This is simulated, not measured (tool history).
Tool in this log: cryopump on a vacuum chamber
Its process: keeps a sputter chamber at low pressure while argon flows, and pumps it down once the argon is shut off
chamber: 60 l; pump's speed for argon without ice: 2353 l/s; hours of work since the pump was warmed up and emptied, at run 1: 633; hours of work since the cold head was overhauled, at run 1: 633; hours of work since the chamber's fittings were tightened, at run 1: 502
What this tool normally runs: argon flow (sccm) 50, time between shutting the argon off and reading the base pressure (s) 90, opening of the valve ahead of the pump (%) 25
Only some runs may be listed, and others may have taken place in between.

run   hour  argon flow (sccm)  time between shutting the argon off and reading the base pressure (s)  opening of the valve ahead of the pump (%)  hours of work since the pump was warmed up and emptied  hours of work since the cold head was overhauled  hours of work since the chamber's fittings were tightened  pressure while argon flows (Pa)  pressure after the wait (uPa)
  1    0.0                 50                                                                     90                                          25                                                     633                                               633                                                        502                           0.1474                           0.67
  2   13.7                 50                                                                     90                                          25                                                     642                                               642                                                        510                           0.1489                           0.67
  3   34.6                 30                                                                     90                                          25                                                     655                                               655                                                        523                           0.0907                           0.65
  4   47.3                 50                                                                     22                                          25                                                     662                                               662                                                        531                           0.1496                           1.60
  5   72.9                 50                                                                     22                                          43                                                     678                                               678                                                        547                           0.0904                           1.56
  6   90.9                 50                                                                     22                                          43                                                     689                                               689                                                        558                           0.0893                           1.58
  7  111.2                 50                                                                     22                                          43                                                     701                                               701                                                        570                           0.0900                           1.55
  8  124.0                 50                                                                     22                                          43                                                     709                                               709                                                        578                           0.0892                           1.59
  9  149.5                 50                                                                     90                                          25                                                     725                                               725                                                        594                           0.1504                           0.74
 10  172.1                 50                                                                     90                                          25                                                     739                                               739                                                        607                           0.1493                           0.68
 11  193.8                 50                                                                     90                                          25                                                     752                                               752                                                        621                           0.1495                           0.67
 12  213.9                 50                                                                     90                                          25                                                     764                                               764                                                        633                           0.1500                           0.65
 13  233.3                 62                                                                    109                                          25                                                     776                                               776                                                        645                           0.1861                           0.64
 14  248.7                 62                                                                    109                                          25                                                     786                                               786                                                        654                           0.1884                           0.63
 15  272.9                 62                                                                    109                                          25                                                     801                                               801                                                        669                           0.1870                           0.71
 16  297.6                 62                                                                     38                                          24                                                     816                                               816                                                        684                           0.1942                           1.10

Expected results for the next run?
 17  324.7                 62                                                                     38                                          24                                                     832                                               832                                                        701                                ?                              ?

{"run 17": {"pressure while argon flows (Pa)": 0.1938, "pressure after the wait (uPa)": 1.13}}
Had the tool carried no hidden state, the very same run would have given pressure while argon flows (Pa) 0.1843, pressure after the wait (uPa) 0.80.
